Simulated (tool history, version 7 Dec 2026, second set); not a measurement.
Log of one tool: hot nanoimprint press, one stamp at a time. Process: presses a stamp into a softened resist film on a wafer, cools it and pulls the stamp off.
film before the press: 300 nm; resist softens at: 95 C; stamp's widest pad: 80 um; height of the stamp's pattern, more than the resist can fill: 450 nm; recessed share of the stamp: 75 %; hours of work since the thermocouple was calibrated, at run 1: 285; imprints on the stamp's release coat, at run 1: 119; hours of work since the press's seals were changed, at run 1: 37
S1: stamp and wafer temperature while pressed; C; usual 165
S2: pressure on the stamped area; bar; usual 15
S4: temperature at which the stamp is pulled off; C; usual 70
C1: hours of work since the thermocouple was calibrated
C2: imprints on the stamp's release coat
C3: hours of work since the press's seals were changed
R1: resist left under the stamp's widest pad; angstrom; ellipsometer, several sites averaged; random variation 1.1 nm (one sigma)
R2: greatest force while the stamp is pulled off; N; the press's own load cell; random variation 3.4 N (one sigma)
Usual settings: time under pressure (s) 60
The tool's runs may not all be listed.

Run 1, hour 0: usual settings; C1 285; C2 119; C3 37. Result: R1 1782 angstrom, R2 164 N.
Run 2, hour 28.1: usual settings; C1 299; C2 166; C3 51. Result: R1 1812 angstrom, R2 174 N.
Run 3, hour 62.7: usual settings; C1 317; C2 224; C3 69. Result: R1 1796 angstrom, R2 174 N.
Run 4, hour 109.8: usual settings; C1 342; C2 303; C3 94. Result: R1 1812 angstrom, R2 175 N.
Run 5, hour 149.6: usual settings; C1 362; C2 370; C3 114. Result: R1 1825 angstrom, R2 182 N.
At hour 178.7: plate thermocouple calibrated.
Run 6, hour 180.5: usual settings; C1 1; C2 416; C3 129. Result: R1 1834 angstrom, R2 183 N.
Run 7, hour 216.3: usual settings; C1 19; C2 476; C3 147. Result: R1 1840 angstrom, R2 183 N.
Run 8, hour 244.3: usual settings; C1 34; C2 523; C3 162. Result: R1 1871 angstrom, R2 182 N.
Run 9, hour 282: usual settings; C1 53; C2 586; C3 181. Result: R1 1845 angstrom, R2 188 N.
At hour 296.6: plate thermocouple calibrated, once more.
Run 10, hour 317.6: usual settings; C1 11; C2 641; C3 198. Result: R1 1731 angstrom, R2 181 N.
Run 11, hour 357.1: usual settings; C1 31; C2 707; C3 218. Result: R1 1735 angstrom, R2 192 N.
Run 12, hour 409.6: usual settings; C1 58; C2 795; C3 246. Result: R1 1751 angstrom, R2 192 N.
Run 13, hour 445.1: usual settings but S1 167 C; C1 77; C2 854; C3 264. Result: R1 1630 angstrom, R2 193 N.
Run 14, hour 480.6: usual settings but S1 167 C; C1 95; C2 914; C3 282. Result: R1 1638 angstrom, R2 197 N.
Run 15, hour 508.6: usual settings but S1 167 C; C1 110; C2 961; C3 297. Result: R1 1638 angstrom, R2 203 N.
Run 16, hour 556.1: usual settings but S1 174 C, S2 10.8 bar, time under pressure (s) 96, S4 75 C; C1 134; C2 1040; C3 321. Result: R1 1212 angstrom, R2 187 N.
Run 17, hour 610.3: usual settings but S2 9.1 bar; C1 162; C2 1131; C3 349. Result: R1 2087 angstrom, R2 209 N.
Run 18, hour 656.3: usual settings but S1 164 C, S2 9.3 bar, time under pressure (s) 41, S4 72 C; C1 186; C2 1208; C3 373. Result: R1 2329 angstrom, R2 205 N.
Run 19, hour 685.5: usual settings but S1 164 C, S2 9.3 bar, time under pressure (s) 47, S4 63 C; C1 201; C2 1257; C3 388. Result: R1 2251 angstrom, R2 242 N.
Run 20, hour 731.8: usual settings but S1 164 C, S2 12.7 bar, time under pressure (s) 101, S4 73 C; C1 225; C2 1334; C3 412. Result: R1 1664 angstrom, R2 199 N.
Run 21, hour 791.5: usual settings but S1 164 C, S2 12.7 bar, time under pressure (s) 101, S4 76 C; C1 256; C2 1434; C3 443. Result: R1 1679 angstrom, R2 204 N.
Run 22, hour 832.3: usual settings but time under pressure (s) 57, S4 77 C; C1 277; C2 1502; C3 464. Result: R1 1831 angstrom, R2 201 N.
Run 23, hour 884.8: usual settings but time under pressure (s) 57, S4 77 C; C1 304; C2 1590; C3 491. Result: R1 1848 angstrom, R2 204 N.
Run 24, hour 917: usual settings but S2 12.9 bar, time under pressure (s) 40, S4 65 C; C1 321; C2 1644; C3 508. Result: R1 2121 angstrom, R2 238 N.
At hour 949: stamp cleaned and given a new release coat.
Run 25, hour 972.3: usual settings but S2 12.9 bar, time under pressure (s) 40, S4 65 C; C1 346; C2 39; C3 533. Result: R1 2165 angstrom, R2 185 N.
Run 26, hour 1021.9: usual settings but S1 176 C; C1 372; C2 122; C3 559. Result: R1 1234 angstrom, R2 172 N.
At hour 1030.1: plate thermocouple calibrated.
Run 27, hour 1063.1: usual settings but S1 176 C; C1 17; C2 186; C3 579. Result: R1 1129 angstrom, R2 170 N.
Run 28, hour 1101.5: usual settings but S1 163 C, S2 10.2 bar, time under pressure (s) 39; C1 37; C2 250; C3 599. Result: R1 2309 angstrom, R2 170 N.
Run 29, hour 1126.8: usual settings but S1 163 C, S2 10.2 bar, time under pressure (s) 39; C1 50; C2 292; C3 612. Result: R1 2288 angstrom, R2 177 N.

Some steps in R1 between neighbouring runs. How much of each would the tool show without its hidden state too (settings, what came in, random variation), and how much is left for the hidden state, with any gauge scatter that isn't in both results?
The hidden state here: true temperature over the reading, C; pressure that arrives at the usual setting, %; grip of the stamp's worn release coat, % over a new coat's; drift of the gauge itself on residual_nm, %; drift of the gauge itself on pull_off_n, %.
Run 9 -> 10: plate thermocouple calibrated, once more. R1 -114 angstrom: hidden state -116, all else +2.
Run 25 -> 26: S1 165 -> 176, S2 12.9 -> 15, time under pressure (s) 40 -> 60, S4 65 -> 70. R1 -931 angstrom: hidden state -16, all else -915.
Run 26 -> 27: plate thermocouple calibrated. R1 -105 angstrom: hidden state -87, all else -18.
Run 27 -> 28: S1 176 -> 163, S2 15 -> 10.2, time under pressure (s) 60 -> 39. R1 +1180 angstrom: hidden state -2, all else +1182.
